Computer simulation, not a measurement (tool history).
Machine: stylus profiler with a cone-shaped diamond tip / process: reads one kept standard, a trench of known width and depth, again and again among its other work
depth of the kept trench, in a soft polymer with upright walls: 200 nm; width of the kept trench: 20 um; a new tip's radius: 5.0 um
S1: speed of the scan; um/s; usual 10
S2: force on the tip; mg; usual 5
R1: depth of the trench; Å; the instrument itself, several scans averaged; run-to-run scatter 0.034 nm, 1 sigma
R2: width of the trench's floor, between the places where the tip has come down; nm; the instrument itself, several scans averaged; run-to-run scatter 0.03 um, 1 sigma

run,hour,S1,S2,R1,R2
1,0,10,5,2017.3,16960
2,12.5,10,5,2017.4,16940
3,32,10,5,2017.5,16950
4,46.1,10,5,2017.3,16940
5,54.6,10,5,2017.7,16970
6,72.5,10,5,2017.6,16970
7,88.8,10,5,2018.1,16950
8,100.4,10,5,2016.7,16920
9,117.2,10,4.3,2015.1,16920
10,129.8,10,5,2016.8,16920
11,138.8,10,5,2017.1,16910
12,148.7,10,5,2017.4,16920
13,159.7,10,5,2017.1,16960
14,170.4,10,5,2017.2,16870
15,179.7,10,5,2017.3,16880
16,188.8,10,4.08,2013.5,16870
17,202.6,10,4.08,2014.9,16840
18,215,10,4.08,2014.2,16920
19,232.5,10,4.08,2014.2,16910
20,245.2,10,4.08,2014.5,16870
21,257.2,10,4.08,2013.6,16890
22,266.4,3,9.51,2026.9,16910
23,277.6,6,2,2007.5,16860
24,287.2,6,3.93,2013.1,16850
25,296.5,4,3.41,2012.1,16880
26,313.9,4,2.52,2009.6,16860
27,326.9,4,2.52,2009.4,16870
28,344.9,4,2.52,2008.7,16890
# hour 346.9: height scale calibrated on a step standard
29,364.1,2,12.21,2030.1,16870

Run 30 has not been measured yet. What should we expect?
30,372.5,3,4.35,?,?

Run 30 gave R1 2012.4 Å, R2 16810 nm.
On a tool with no hidden condition, and with the same random variation, this run would have come out at R1 2017.8 Å, R2 17140 nm.
